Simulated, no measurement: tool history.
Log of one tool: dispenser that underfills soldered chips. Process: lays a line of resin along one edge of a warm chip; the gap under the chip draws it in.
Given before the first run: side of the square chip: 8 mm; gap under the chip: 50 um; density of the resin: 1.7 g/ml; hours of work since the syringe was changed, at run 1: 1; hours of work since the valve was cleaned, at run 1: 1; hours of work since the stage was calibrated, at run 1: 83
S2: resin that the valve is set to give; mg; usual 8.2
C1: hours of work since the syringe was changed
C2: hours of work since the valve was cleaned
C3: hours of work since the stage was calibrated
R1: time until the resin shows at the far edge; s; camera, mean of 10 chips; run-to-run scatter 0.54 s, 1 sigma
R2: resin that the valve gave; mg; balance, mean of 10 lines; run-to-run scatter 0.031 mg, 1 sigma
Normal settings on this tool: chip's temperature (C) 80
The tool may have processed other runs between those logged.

Run 1, hour 0: usual settings; C1 1; C2 1; C3 83. Result: R1 48.1 s, R2 8.18 mg.
Run 2, hour 9.9: usual settings but chip's temperature (C) 72; C1 9; C2 9; C3 90. Result: R1 93.4 s, R2 8.22 mg.
At hour 14: new syringe of resin.
Run 3, hour 18.6: usual settings but S2 9.41 mg; C1 4; C2 16; C3 97. Result: R1 50.3 s, R2 9.34 mg.
At hour 29.6: new syringe of resin.
Run 4, hour 29.9: usual settings but S2 9.41 mg; C1 0; C2 24; C3 106. Result: R1 44.3 s, R2 9.28 mg.
Run 5, hour 37.5: usual settings but chip's temperature (C) 94; C1 6; C2 30; C3 112. Result: R1 30.9 s, R2 8.1 mg.
At hour 45.4: new syringe of resin.
Run 6, hour 47.9: usual settings; C1 2; C2 38; C3 120. Result: R1 48.3 s, R2 8.06 mg.
Run 7, hour 53.8: usual settings; C1 7; C2 43; C3 124. Result: R1 57.6 s, R2 8.05 mg.
Run 8, hour 60.4: usual settings; C1 12; C2 48; C3 129. Result: R1 72.7 s, R2 7.95 mg.
At hour 61.3: new syringe of resin.
Run 9, hour 72.2: usual settings but S2 9.42 mg; C1 9; C2 57; C3 139. Result: R1 63.1 s, R2 9.16 mg.
At hour 77.7: new syringe of resin.
Run 10, hour 83.2: usual settings but S2 9.42 mg; C1 4; C2 66; C3 147. Result: R1 54.2 s, R2 9.11 mg.
Run 11, hour 90: usual settings but S2 9.42 mg; C1 10; C2 71; C3 152. Result: R1 64.7 s, R2 9.05 mg.
At hour 93.9: new syringe of resin.
Run 12, hour 95.2: usual settings but S2 9.42 mg; C1 1; C2 75; C3 156. Result: R1 46.6 s, R2 9 mg.
Run 13, hour 101.4: usual settings but S2 9.42 mg; C1 6; C2 80; C3 161. Result: R1 55.9 s, R2 9.03 mg.
Run 14, hour 107.2: usual settings but S2 7.69 mg; C1 10; C2 84; C3 166. Result: R1 70.6 s, R2 7.34 mg.
At hour 109.5: new syringe of resin.
Run 15, hour 113.9: usual settings but S2 7.69 mg; C1 3; C2 89; C3 171. Result: R1 53.3 s, R2 7.34 mg.
Run 16, hour 124: usual settings but S2 10.11 mg; C1 11; C2 97; C3 179. Result: R1 69.9 s, R2 9.51 mg.
At hour 125.9: new syringe of resin.
Run 17, hour 133.8: usual settings but S2 10.11 mg; C1 6; C2 105; C3 186. Result: R1 56.4 s, R2 9.47 mg.
At hour 141.8: new syringe of resin.
Run 18, hour 142.8: usual settings; C1 1; C2 112; C3 193. Result: R1 48.9 s, R2 7.76 mg.
Run 19, hour 153.2: usual settings but S2 9.17 mg; C1 9; C2 120; C3 201. Result: R1 65.9 s, R2 8.62 mg.
At hour 157.6: new syringe of resin.
Run 20, hour 159: usual settings but chip's temperature (C) 87, S2 7.58 mg; C1 1; C2 124; C3 205. Result: R1 35 s, R2 7.05 mg.
Run 21, hour 165.9: usual settings but chip's temperature (C) 73, S2 7.62 mg; C1 7; C2 130; C3 211. Result: R1 84.8 s, R2 7.07 mg.
At hour 169.5: dispensing valve cleaned and set on the balance.
At hour 174.7: new syringe of resin.
Run 22, hour 177.6: usual settings but chip's temperature (C) 84, S2 8.93 mg; C1 2; C2 6; C3 219. Result: R1 42.2 s, R2 8.91 mg.
Run 23, hour 187.7: usual settings but chip's temperature (C) 91, S2 10.64 mg; C1 10; C2 14; C3 227. Result: R1 41.2 s, R2 10.58 mg.
At hour 190.9: new syringe of resin.
Run 24, hour 196.4: usual settings but chip's temperature (C) 84, S2 9.9 mg; C1 4; C2 21; C3 234. Result: R1 43.8 s, R2 9.76 mg.
Run 25, hour 201.7: usual settings but chip's temperature (C) 79, S2 9.24 mg; C1 8; C2 25; C3 238. Result: R1 65.1 s, R2 9.07 mg.
At hour 206.5: new syringe of resin.
Run 26, hour 208.8: usual settings but chip's temperature (C) 69, S2 9.24 mg; C1 2; C2 30; C3 243. Result: R1 82.9 s, R2 9.04 mg.
Run 27, hour 219.2: usual settings but chip's temperature (C) 92, S2 7.32 mg; C1 10; C2 38; C3 251. Result: R1 40.3 s, R2 7.14 mg.
At hour 222.6: new syringe of resin.
Run 28, hour 230: usual settings but chip's temperature (C) 92, S2 7.32 mg; C1 6; C2 47; C3 260. Result: R1 34.3 s, R2 7.12 mg.
At hour 238.2: new syringe of resin.
Run 29, hour 241.6: usual settings but chip's temperature (C) 66, S2 8.5 mg; C1 3; C2 56; C3 268. Result: R1 98.6 s, R2 8.19 mg.
Run 30, hour 249.5: usual settings but chip's temperature (C) 73, S2 8.6 mg; C1 9; C2 62; C3 275. Result: R1 89.8 s, R2 8.26 mg.
At hour 254.1: new syringe of resin.
Run 31, hour 257.6: usual settings but chip's temperature (C) 73, S2 8.6 mg; C1 3; C2 68; C3 281. Result: R1 70.9 s, R2 8.26 mg.
Run 32, hour 268.9: usual settings but S2 9.38 mg; C1 12; C2 77; C3 290. Result: R1 72.1 s, R2 8.95 mg.
At hour 269.9: new syringe of resin.
Run 33, hour 276.6: usual settings but chip's temperature (C) 92, S2 9.68 mg; C1 5; C2 83; C3 296. Result: R1 32.5 s, R2 9.22 mg.
Run 34, hour 283.9: usual settings but chip's temperature (C) 92, S2 9.68 mg; C1 11; C2 88; C3 301. Result: R1 40.9 s, R2 9.16 mg.
At hour 286.4: new syringe of resin.
Run 35, hour 292.3: usual settings but chip's temperature (C) 78; C1 5; C2 95; C3 308. Result: R1 61.8 s, R2 7.72 mg.
Run 36, hour 297.9: usual settings but chip's temperature (C) 72, S2 9.23 mg; C1 9; C2 99; C3 312. Result: R1 95.8 s, R2 8.73 mg.

Branching from run 36: 4 alternative next runs. What would each branch give?
At hour 302.2: new syringe of resin.
Run A, hour 306.5: usual settings but chip's temperature (C) 67, S2 9.88 mg; C1 3; C2 106; C3 319. Result: R1 ?, R2 ?.
At hour 302.2: new syringe of resin.
Run B, hour 306.5: usual settings but chip's temperature (C) 88, S2 9.59 mg; C1 3; C2 106; C3 319. Result: R1 ?, R2 ?.
At hour 302.2: new syringe of resin.
Run C, hour 306.5: usual settings but chip's temperature (C) 82, S2 7.19 mg; C1 3; C2 106; C3 319. Result: R1 ?, R2 ?.
At hour 302.2: new syringe of resin.
Run D, hour 306.5: usual settings but chip's temperature (C) 74, S2 8.13 mg; C1 3; C2 106; C3 319. Result: R1 ?, R2 ?.

run    R1    R2
  A  94.4  9.28
  B  35.7  8.98
  C  48.5  6.76
  D  68.4  7.65
With the hidden condition removed and each run's random variation left untouched, the same runs would have given:
run    R1    R2
  A    82   9.9
  B    31  9.58
  C  41.4  7.22
  D  59.1  8.17
